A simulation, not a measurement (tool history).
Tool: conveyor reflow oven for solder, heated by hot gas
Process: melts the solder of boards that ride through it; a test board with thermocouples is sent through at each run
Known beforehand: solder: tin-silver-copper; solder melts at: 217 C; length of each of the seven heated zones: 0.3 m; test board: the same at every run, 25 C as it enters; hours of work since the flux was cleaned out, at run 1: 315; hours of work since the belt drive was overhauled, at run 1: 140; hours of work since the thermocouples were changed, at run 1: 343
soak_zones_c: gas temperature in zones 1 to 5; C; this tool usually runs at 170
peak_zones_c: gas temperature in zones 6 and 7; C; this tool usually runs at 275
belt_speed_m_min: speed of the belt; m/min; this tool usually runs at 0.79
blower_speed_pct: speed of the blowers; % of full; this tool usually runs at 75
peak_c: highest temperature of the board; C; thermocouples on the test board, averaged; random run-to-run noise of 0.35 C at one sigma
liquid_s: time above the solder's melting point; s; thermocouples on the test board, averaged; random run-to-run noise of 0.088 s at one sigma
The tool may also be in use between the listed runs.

run   hour  soak_zones_c  peak_zones_c  belt_speed_m_min  blower_speed_pct  hours of work since the flux was cleaned out  hours of work since the belt drive was overhauled  hours of work since the thermocouples were changed  peak_c  liquid_s
  1      0           170           275              0.79                75                                           315                                                140                                                 343   256.2     34.89
  2   10.1           170           275              0.79                75                                           322                                                148                                                 350   256.3     34.84
  3   17.9           170           274              0.79                75                                           328                                                154                                                 356     255     34.48
      30.3  -- flux residue cleaned out of gas plates and filters
  4   32.4           170           275              0.79                75                                             2                                                161                                                 363   254.6     34.02
  5   45.3           170           275              0.79                75                                            11                                                171                                                 373   254.6     34.12
  6   57.1           170           287              0.79                75                                            20                                                180                                                 382   265.3        38
  7     65           170           287              0.79                75                                            26                                                186                                                 388   264.4     37.89
  8   76.2           170           268              0.79                75                                            35                                                194                                                 397   248.4     31.22
  9   83.2           170           275              0.79                75                                            40                                                199                                                 402   254.5     33.99
      93.8  -- flux residue cleaned out of gas plates and filters, once more
 10   96.9           178           275              0.79                75                                             2                                                206                                                 409     260     38.25
 11  109.5           178           275              0.79                75                                            12                                                216                                                 418   260.4     38.28
 12  122.8           170           275              0.79                55                                            22                                                226                                                 428     253     33.17
 13  134.8           165           275              0.79                75                                            31                                                235                                                 437   257.2     34.85
 14  142.7           165           275              0.79                75                                            37                                                241                                                 443   258.1     34.91
 15  153.7           170           275              0.68                75                                            45                                                249                                                 452     263     44.12
 16  163.2           170           275              0.68                75                                            53                                                256                                                 459   262.5     44.06
 17  170.5           163           277             0.815                63                                            58                                                262                                                 464   254.1     31.77
 18  183.7           185           264             0.682                64                                            68                                                272                                                 474   251.9     43.28
 19  190.1           170           276              0.79                56                                            73                                                277                                                 479   253.6     33.47
 20  203.6           170           276              0.79                56                                            83                                                287                                                 490     254     33.45
 21  211.9           170           276              0.79                56                                            90                                                293                                                 496   253.2     33.38
 22  224.8           177           276              0.79                55                                            99                                                303                                                 506   254.1     35.31
 23  230.7           177           276              0.79                55                                           104                                                308                                                 510   254.7     35.44
 24  238.3           184           282             0.853                75                                           110                                                313                                                 516   263.9     37.51
 25  249.8           183           282             0.932                75                                           118                                                322                                                 525   259.9     33.02
 26  263.4           183           282             0.932                75                                           129                                                332                                                 535     260     33.05
 27  272.1           183           282             0.773                75                                           135                                                339                                                 542   267.1     42.32
 28  285.6           157           286             0.838                75                                           146                                                349                                                 552   261.6     32.92
 29  299.6           157           286             0.838                75                                           156                                                360                                                 562     262     32.81
 30  313.2           157           286             0.838                75                                           166                                                370                                                 573   262.3     32.91
 31  323.9           170           285              0.79                86                                           175                                                378                                                 581   267.8     39.43
 32  337.5           185           281              0.79                90                                           185                                                389                                                 591   266.7      42.1

Results for each run, recomputed without the tool's hidden state and with each run's random variation untouched:
Hidden state present: heat that the gas passes to the board, % of a clean oven's; belt's true speed, % of the reading; true gas temperature in zones 6 and 7 over the reading, C; drift of the gauge itself on peak_c, C; drift of the gauge itself on liquid_s, %.
run  peak_c  liquid_s
  1   259.7     36.46
  2   259.9     36.44
  3   258.7     36.14
  4   259.8      36.4
  5   259.9     36.55
  6   271.1     39.85
  7   270.2     39.76
  8   253.8     34.25
  9   260.1     36.58
 10   261.3     38.53
 11   261.7     38.58
 12   254.4     33.65
 13   258.8     35.32
 14   259.8      35.4
 15   264.7     44.53
 16   264.2     44.48
 17   255.9     32.41
 18   253.7     43.85
 19   255.5     34.14
 20     256     34.17
 21   255.2     34.12
 22   256.1     36.02
 23   256.9     36.17
 24   266.3     37.99
 25   262.5     33.64
 26   262.7     33.71
 27   269.8     42.77
 28   264.8      33.8
 29   265.4     33.74
 30   265.8     33.88
 31   271.2     40.09
 32   269.9     42.57
